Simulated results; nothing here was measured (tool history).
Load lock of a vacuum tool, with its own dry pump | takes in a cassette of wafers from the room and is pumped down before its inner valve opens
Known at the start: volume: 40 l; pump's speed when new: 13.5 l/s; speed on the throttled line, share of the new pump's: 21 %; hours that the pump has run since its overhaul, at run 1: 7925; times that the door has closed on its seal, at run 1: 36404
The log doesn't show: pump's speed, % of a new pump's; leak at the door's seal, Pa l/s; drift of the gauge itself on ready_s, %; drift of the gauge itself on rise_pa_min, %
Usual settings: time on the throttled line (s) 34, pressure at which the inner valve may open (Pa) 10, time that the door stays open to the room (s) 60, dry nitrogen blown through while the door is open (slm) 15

| run | hour | time on the throttled line (s) | pressure at which the inner valve may open (Pa) | time that the door stays open to the room (s) | dry nitrogen blown through while the door is open (slm) | hours that the pump has run since its overhaul | times that the door has closed on its seal | incoming humidity of the room's air, % | time from the closed door until the inner valve may open (s) | rise of the pressure with all valves shut (Pa/min) |
|---|---|---|---|---|---|---|---|---|---|---|
| 1 | 0.0 | 34 | 10 | 60 | 15 | 7925 | 36404 | 45.3 | 57.3 | 0.179 |
| 2 | 346.2 | 34 | 10 | 60 | 15 | 8271 | 37427 | 45.1 | 57.5 | 0.193 |
| 3 | 620.9 | 34 | 10 | 60 | 15 | 8546 | 38238 | 45.8 | 57.5 | 0.198 |
| 4 | 795.6 | 34 | 10 | 60 | 15 | 8720 | 38754 | 46.0 | 58.0 | 0.195 |
| 5 | 1196.4 | 34 | 10 | 60 | 15 | 9121 | 39939 | 46.1 | 58.6 | 0.205 |
| 6 | 1571.8 | 34 | 10 | 60 | 15 | 9497 | 41048 | 45.4 | 57.7 | 0.220 |
| 7 | 1826.3 | 34 | 10 | 60 | 15 | 9751 | 41800 | 43.9 | 58.3 | 0.220 |
| 8 | 2073.4 | 34 | 9 | 60 | 15 | 9998 | 42530 | 42.7 | 59.6 | 0.223 |
| 9 | 2340.8 | 34 | 9 | 60 | 15 | 10266 | 43320 | 44.8 | 59.3 | 0.229 |
| 10 | 2592.5 | 34 | 10 | 60 | 15 | 10517 | 44064 | 45.7 | 58.0 | 0.241 |
| 11 | 2782.0 | 34 | 10 | 60 | 15 | 10707 | 44623 | 47.7 | 58.9 | 0.243 |
| 12 | 3132.7 | 34 | 10 | 60 | 15 | 11057 | 45659 | 44.8 | 59.0 | 0.254 |
| 13 | 3354.9 | 34 | 7 | 60 | 15 | 11280 | 46316 | 46.2 | 60.7 | 0.258 |
| 14 | 3555.0 | 60 | 7 | 145 | 15 | 11480 | 46907 | 43.8 | 79.7 | 0.283 |
| 15 | 3855.8 | 21 | 12 | 36 | 6 | 11781 | 47796 | 44.2 | 48.0 | 0.273 |
| 16 | 4179.5 | 21 | 12 | 36 | 6 | 12104 | 48753 | 45.5 | 48.9 | 0.268 |
| 17 | 4357.5 | 34 | 10 | 118 | 9 | 12282 | 49278 | 47.9 | 59.3 | 0.312 |
| 18 | 4594.2 | 34 | 10 | 43 | 4 | 12519 | 49978 | 47.1 | 59.6 | 0.296 |
| 19 | 4795.7 | 34 | 10 | 43 | 4 | 12721 | 50573 | 46.1 | 60.0 | 0.301 |
| 20 | 4996.0 | 37 | 10 | 60 | 17 | 12921 | 51165 | 43.7 | 61.6 | 0.304 |
| 21 | 5413.3 | 34 | 18 | 201 | 15 | 13338 | 52398 | 44.1 | 57.8 | 0.340 |
| 22 | 5629.1 | 34 | 18 | 60 | 15 | 13554 | 53035 | 42.7 | 58.3 | 0.315 |
| 23 | 5968.9 | 30 | 18 | 60 | 18 | 13894 | 54039 | 50.1 | 55.4 | 0.336 |
| 24 | 6334.7 | 22 | 19 | 63 | 15 | 14260 | 55120 | 43.5 | 49.6 | 0.344 |

Forecast run 25:
| 25 | 6642.2 | 22 | 19 | 63 | 15 | 14567 | 56029 | 45.5 | ? | ? |

{"run 25": {"time from the closed door until the inner valve may open (s)": 49.6, "rise of the pressure with all valves shut (Pa/min)": 0.349}}
Without the tool's hidden state the same run would have given time from the closed door until the inner valve may open (s) 43.0, rise of the pressure with all valves shut (Pa/min) 0.024.
